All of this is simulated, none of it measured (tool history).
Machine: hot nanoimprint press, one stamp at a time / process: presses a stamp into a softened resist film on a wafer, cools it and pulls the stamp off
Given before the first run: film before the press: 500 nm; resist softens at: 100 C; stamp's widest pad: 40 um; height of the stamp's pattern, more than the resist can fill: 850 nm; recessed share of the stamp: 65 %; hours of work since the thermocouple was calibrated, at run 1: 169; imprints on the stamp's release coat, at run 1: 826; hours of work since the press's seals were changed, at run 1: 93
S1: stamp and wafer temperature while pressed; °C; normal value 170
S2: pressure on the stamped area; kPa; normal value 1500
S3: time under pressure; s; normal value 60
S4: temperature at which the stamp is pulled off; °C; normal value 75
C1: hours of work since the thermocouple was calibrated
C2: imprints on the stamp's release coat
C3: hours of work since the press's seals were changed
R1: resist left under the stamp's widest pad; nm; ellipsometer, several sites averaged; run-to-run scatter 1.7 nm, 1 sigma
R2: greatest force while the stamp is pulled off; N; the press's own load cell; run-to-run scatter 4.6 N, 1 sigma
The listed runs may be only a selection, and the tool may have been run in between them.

run	day	S1	S2	S3	S4	C1	C2	C3	R1	R2
1	0	170	1500	60	75	169	826	93	266.3	268
2	0.429	170	1500	60	75	174	847	98	269.2	270
3	0.983	170	1500	60	75	181	875	105	268.9	268
4	1.296	170	1500	60	75	185	891	109	270	276
5	1.604	170	1500	60	75	188	907	112	264.5	273
6	2.038	170	1500	44	75	193	929	117	295.6	269
7	2.425	170	1500	44	75	198	949	122	297.5	284
8	2.946	170	1500	60	75	204	975	128	269.6	286
9	3.271	170	1500	60	75	208	992	132	270	283
# day 3.442: plate thermocouple calibrated
10	3.725	170	1500	60	75	3	1008	136	272.4	286
11	3.958	170	1500	60	75	6	1020	139	269.9	275
12	4.4	164	1500	60	75	11	1043	144	326	284
13	4.883	170	1500	60	75	17	1067	150	270.2	294
14	5.125	170	1500	60	75	20	1079	153	272.4	286
15	5.375	170	1500	60	75	23	1092	156	272.2	298
# day 5.554: plate thermocouple calibrated, once more
16	5.75	170	1500	60	75	2	1105	159	262.8	298
17	6.008	176	1070	71	65	5	1118	162	232.5	302
18	6.517	182	2280	60	75	12	1144	168	147.2	286
19	6.992	182	2280	66	71	17	1168	174	139.9	290
20	7.329	181	2280	66	73	21	1185	178	147.1	287
21	7.596	181	2280	66	73	24	1198	181	145.7	292
22	8.146	170	990	65	78	31	1226	188	297	294
# day 8.95: stamp cleaned and given a new release coat
23	8.954	170	950	34	75	38	0	194	358.3	219
24	9.4	170	950	34	75	43	23	200	359.6	229
25	9.933	170	1500	44	75	49	49	206	296.2	225
26	10.204	170	1500	44	75	53	63	209	296.9	228
27	10.454	170	1500	44	75	56	76	212	300	231
28	10.788	170	1440	44	80	60	93	216	301	212
29	11.05	170	1440	44	80	63	106	219	299.3	219
30	11.525	170	930	84	75	69	130	225	280.9	235
31	11.962	170	1500	55	75	74	152	230	277.8	228

Branching from run 31: 3 alternative next runs. What would each branch give?
A	12.408	170	1700	86	76	79	175	236	?	?
B	12.408	170	1500	60	76	79	175	236	?	?
C	12.408	170	1670	60	73	79	175	236	?	?

run	R1	R2
A	222	237
B	266.6	241
C	257.6	238
The same runs, with their run-to-run variation unchanged, on a tool lacking any hidden condition would have given:
run	R1	R2
A	217.4	228
B	261.9	231
C	252.7	229

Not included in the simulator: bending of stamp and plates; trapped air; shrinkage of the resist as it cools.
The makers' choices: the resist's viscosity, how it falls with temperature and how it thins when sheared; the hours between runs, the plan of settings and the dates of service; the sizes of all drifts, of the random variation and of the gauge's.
